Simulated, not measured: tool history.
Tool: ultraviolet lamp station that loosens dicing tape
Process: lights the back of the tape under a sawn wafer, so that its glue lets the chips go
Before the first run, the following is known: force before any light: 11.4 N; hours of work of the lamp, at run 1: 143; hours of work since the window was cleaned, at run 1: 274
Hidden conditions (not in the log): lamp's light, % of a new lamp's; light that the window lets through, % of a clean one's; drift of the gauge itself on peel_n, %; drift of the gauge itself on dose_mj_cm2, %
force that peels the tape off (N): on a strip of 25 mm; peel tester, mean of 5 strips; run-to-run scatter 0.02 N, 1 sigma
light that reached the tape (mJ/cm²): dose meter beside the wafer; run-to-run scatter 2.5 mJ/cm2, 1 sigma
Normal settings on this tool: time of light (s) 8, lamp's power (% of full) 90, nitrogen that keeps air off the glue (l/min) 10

run	day	time of light (s)	lamp's power (% of full)	nitrogen that keeps air off the glue (l/min)	hours of work of the lamp	hours of work since the window was cleaned	force that peels the tape off (N)	light that reached the tape (mJ/cm²)
1	0.000	8	90	10	143	274	1.183	262
2	0.383	8	76	10	150	280	1.719	221
3	0.779	8	76	10	156	287	1.667	225
4	1.338	8	76	10	166	296	1.718	222
5	1.783	8	76	10	173	304	1.681	224
6	2.071	12	90	10	178	308	0.480	389
7	2.575	12	90	10	187	317	0.461	385
8	2.942	11	90	10	193	323	0.585	354
9	3.371	8	90	10	200	330	1.247	257
# day 3.542: window cleaned of glue's vapour
10	3.912	8	90	10	209	6	1.288	253
11	4.329	8	90	10	216	13	1.348	252
12	4.696	8	90	10	222	19	1.269	257
# day 4.825: window cleaned of glue's vapour, once more
13	5.338	8	90	10	232	9	1.217	265
14	5.762	8	90	10	240	16	1.196	263
15	6.100	8	90	10	245	21	1.185	261
16	6.596	8	90	9	254	30	1.230	260
17	6.946	8	90	9	260	36	1.304	254
18	7.358	8	90	9	267	43	1.283	261
19	7.767	8	90	9	273	50	1.323	258
20	8.075	8	82	9	279	55	1.588	236
21	8.654	5	90	10	288	65	2.757	157
22	9.054	5	90	10	295	71	2.774	157
23	9.492	11	87	4	303	79	1.269	340
24	9.750	9	93	10	307	83	0.916	295
25	10.358	10	96	5	317	93	1.114	337
26	10.662	6	74	5	322	99	3.908	157
27	11.238	6	74	5	332	108	3.710	155
28	11.742	9	90	10	341	117	1.026	281
29	12.288	14	90	10	350	126	0.345	436
30	12.742	5	91	10	357	134	2.898	161
31	13.300	8	90	16	367	143	1.042	247
32	13.617	10	90	10	372	148	0.850	308
33	13.996	7	61	4	379	155	4.260	143
34	14.404	7	61	4	385	162	4.440	143
35	14.742	7	61	4	391	167	4.261	141
36	15.158	5	61	8	398	174	4.867	102
37	15.446	12	90	4	403	179	1.085	361
38	15.738	12	90	4	408	184	1.143	360
39	16.325	5	69	4	418	194	5.462	115
40	16.717	8	72	9	425	201	2.314	191
41	17.238	8	72	9	433	210	2.237	187
42	17.779	8	90	5	442	219	2.215	234
43	18.271	8	90	5	451	227	2.170	228

Measured result minus the same run's result without the hidden state. Both carry the same run-to-run variation, though not necessarily the same gauge scatter:
run	force that peels the tape off (N)	light that reached the tape (mJ/cm²)
1	+0.218	-25
2	+0.287	-22
3	+0.290	-23
4	+0.311	-24
5	+0.314	-26
6	+0.119	-46
7	+0.120	-46
8	+0.156	-45
9	+0.293	-33
10	+0.326	-37
11	+0.350	-37
12	+0.338	-38
13	+0.228	-26
14	+0.231	-27
15	+0.239	-28
16	+0.252	-28
17	+0.272	-29
18	+0.275	-30
19	+0.290	-32
20	+0.333	-30
21	+0.456	-21
22	+0.471	-22
23	+0.316	-47
24	+0.255	-43
25	+0.307	-51
26	+0.600	-24
27	+0.588	-25
28	+0.310	-46
29	+0.116	-74
30	+0.607	-28
31	+0.338	-45
32	+0.293	-57
33	+0.703	-28
34	+0.746	-28
35	+0.726	-28
36	+0.763	-21
37	+0.385	-74
38	+0.410	-77
39	+0.825	-25
40	+0.680	-42
41	+0.667	-43
42	+0.697	-56
43	+0.693	-56
